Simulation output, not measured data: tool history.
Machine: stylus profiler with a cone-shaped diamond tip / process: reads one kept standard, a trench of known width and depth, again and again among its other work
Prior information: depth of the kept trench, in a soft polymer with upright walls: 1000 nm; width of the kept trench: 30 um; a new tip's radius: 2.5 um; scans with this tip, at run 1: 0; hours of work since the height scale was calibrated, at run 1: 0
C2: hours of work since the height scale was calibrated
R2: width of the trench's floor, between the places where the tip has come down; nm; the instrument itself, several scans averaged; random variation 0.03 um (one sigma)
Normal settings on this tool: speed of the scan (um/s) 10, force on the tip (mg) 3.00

Run 1, day 0.000: usual settings; scans with this tip 0; C2 0. Result: depth of the trench (nm) 1014.41, R2 26000 nm.
Run 2, day 3.921: usual settings but speed of the scan (um/s) 5; scans with this tip 668; C2 46. Result: depth of the trench (nm) 1014.33, R2 25980 nm.
Run 3, day 8.242: usual settings; scans with this tip 1403; C2 97. Result: depth of the trench (nm) 1014.76, R2 25890 nm.
Run 4, day 10.700: usual settings; scans with this tip 1822; C2 126. Result: depth of the trench (nm) 1014.48, R2 25930 nm.
Run 5, day 13.221: usual settings; scans with this tip 2251; C2 156. Result: depth of the trench (nm) 1014.46, R2 25910 nm.
Run 6, day 15.579: usual settings but speed of the scan (um/s) 27; scans with this tip 2653; C2 183. Result: depth of the trench (nm) 1014.32, R2 25840 nm.
Run 7, day 19.708: usual settings but force on the tip (mg) 3.23; scans with this tip 3355; C2 232. Result: depth of the trench (nm) 1015.35, R2 25970 nm.
Run 8, day 21.846: usual settings; scans with this tip 3719; C2 257. Result: depth of the trench (nm) 1014.36, R2 25920 nm.
Run 9, day 24.304: usual settings; scans with this tip 4138; C2 286. Result: depth of the trench (nm) 1014.81, R2 25960 nm.
Run 10, day 27.592: usual settings; scans with this tip 4697; C2 325. Result: depth of the trench (nm) 1014.63, R2 25940 nm.
Run 11, day 30.938: usual settings; scans with this tip 5267; C2 364. Result: depth of the trench (nm) 1014.50, R2 25930 nm.
Run 12, day 35.188: usual settings; scans with this tip 5991; C2 414. Result: depth of the trench (nm) 1014.67, R2 25920 nm.
Run 13, day 37.933: usual settings but speed of the scan (um/s) 24; scans with this tip 6458; C2 446. Result: depth of the trench (nm) 1014.76, R2 25810 nm.
Run 14, day 41.412: usual settings; scans with this tip 7050; C2 487. Result: depth of the trench (nm) 1014.74, R2 25990 nm.
Run 15, day 45.817: usual settings; scans with this tip 7800; C2 539. Result: depth of the trench (nm) 1014.44, R2 25920 nm.
Run 16, day 49.208: usual settings; scans with this tip 8378; C2 579. Result: depth of the trench (nm) 1014.49, R2 25940 nm.
Run 17, day 51.600: usual settings but force on the tip (mg) 8.87; scans with this tip 8785; C2 607. Result: depth of the trench (nm) 1029.75, R2 25970 nm.
Run 18, day 53.929: usual settings but force on the tip (mg) 8.03; scans with this tip 9181; C2 634. Result: depth of the trench (nm) 1027.88, R2 25910 nm.
Run 19, day 56.354: usual settings but force on the tip (mg) 8.03; scans with this tip 9594; C2 663. Result: depth of the trench (nm) 1027.96, R2 25940 nm.
Run 20, day 60.354: usual settings but force on the tip (mg) 8.03; scans with this tip 10275; C2 710. Result: depth of the trench (nm) 1027.81, R2 26010 nm.
Run 21, day 63.704: usual settings but speed of the scan (um/s) 26; scans with this tip 10846; C2 749. Result: depth of the trench (nm) 1014.82, R2 25850 nm.
Run 22, day 67.025: usual settings but speed of the scan (um/s) 26; scans with this tip 11411; C2 789. Result: depth of the trench (nm) 1014.37, R2 25820 nm.
Run 23, day 68.896: usual settings but speed of the scan (um/s) 26; scans with this tip 11729; C2 811. Result: depth of the trench (nm) 1014.03, R2 25820 nm.
Run 24, day 70.812: usual settings but force on the tip (mg) 1.48; scans with this tip 12056; C2 833. Result: depth of the trench (nm) 1008.78, R2 25940 nm.
At day 73.938: new tip fitted, height scale calibrated.
Run 25, day 74.133: usual settings but force on the tip (mg) 1.48; scans with this tip 34; C2 2. Result: depth of the trench (nm) 1009.51, R2 25950 nm.
Run 26, day 78.062: usual settings but force on the tip (mg) 1.48; scans with this tip 703; C2 49. Result: depth of the trench (nm) 1009.14, R2 25960 nm.
Run 27, day 80.483: usual settings but speed of the scan (um/s) 16; scans with this tip 1115; C2 77. Result: depth of the trench (nm) 1014.50, R2 25920 nm.
Run 28, day 84.604: usual settings but speed of the scan (um/s) 40, force on the tip (mg) 7.14; scans with this tip 1817; C2 126. Result: depth of the trench (nm) 1025.55, R2 25890 nm.
Run 29, day 88.808: usual settings but speed of the scan (um/s) 6, force on the tip (mg) 3.52; scans with this tip 2532; C2 175. Result: depth of the trench (nm) 1015.66, R2 25970 nm.
Run 30, day 92.800: usual settings but speed of the scan (um/s) 39, force on the tip (mg) 1.07; scans with this tip 3212; C2 222. Result: depth of the trench (nm) 1007.37, R2 25640 nm.
Run 31, day 96.529: usual settings but speed of the scan (um/s) 3, force on the tip (mg) 3.68; scans with this tip 3847; C2 266. Result: depth of the trench (nm) 1016.73, R2 25920 nm.
Run 32, day 99.125: usual settings but speed of the scan (um/s) 5, force on the tip (mg) 6.66; scans with this tip 4288; C2 296. Result: depth of the trench (nm) 1025.02, R2 25950 nm.
Run 33, day 103.062: usual settings but speed of the scan (um/s) 5, force on the tip (mg) 6.66; scans with this tip 4959; C2 343. Result: depth of the trench (nm) 1024.86, R2 25970 nm.
Run 34, day 105.979: usual settings but speed of the scan (um/s) 5, force on the tip (mg) 6.66; scans with this tip 5455; C2 377. Result: depth of the trench (nm) 1024.65, R2 25980 nm.
Run 35, day 110.158: usual settings but speed of the scan (um/s) 4, force on the tip (mg) 6.66; scans with this tip 6167; C2 426. Result: depth of the trench (nm) 1024.57, R2 25980 nm.
Run 36, day 113.125: usual settings but speed of the scan (um/s) 3, force on the tip (mg) 3.60; scans with this tip 6672; C2 461. Result: depth of the trench (nm) 1015.95, R2 26050 nm.
Run 37, day 115.375: usual settings but speed of the scan (um/s) 17, force on the tip (mg) 1.84; scans with this tip 7055; C2 488. Result: depth of the trench (nm) 1010.01, R2 25870 nm.
Run 38, day 119.550: usual settings but speed of the scan (um/s) 2, force on the tip (mg) 5.59; scans with this tip 7766; C2 537. Result: depth of the trench (nm) 1021.86, R2 25960 nm.
Run 39, day 121.538: usual settings but speed of the scan (um/s) 7, force on the tip (mg) 6.19; scans with this tip 8105; C2 560. Result: depth of the trench (nm) 1023.86, R2 25950 nm.
Run 40, day 123.829: usual settings but speed of the scan (um/s) 6, force on the tip (mg) 6.53; scans with this tip 8495; C2 587. Result: depth of the trench (nm) 1024.87, R2 25970 nm.
Run 41, day 127.858: usual settings but speed of the scan (um/s) 6, force on the tip (mg) 6.53; scans with this tip 9181; C2 634. Result: depth of the trench (nm) 1024.17, R2 26000 nm.
Run 42, day 131.854: usual settings but speed of the scan (um/s) 29, force on the tip (mg) 8.27; scans with this tip 9861; C2 681. Result: depth of the trench (nm) 1028.76, R2 25860 nm.
Run 43, day 134.146: usual settings but speed of the scan (um/s) 29, force on the tip (mg) 8.27; scans with this tip 10251; C2 708. Result: depth of the trench (nm) 1028.55, R2 25880 nm.

Forecast run 44:
Run 44, day 137.446: usual settings but speed of the scan (um/s) 29, force on the tip (mg) 2.48; scans with this tip 10813; C2 747. Result: depth of the trench (nm) ?, R2 ?.

depth of the trench (nm): 1012.64
R2: 25780 nm
Minus the tool's unlogged condition, the same run would have read depth of the trench (nm) 1012.62, R2 25790 nm.
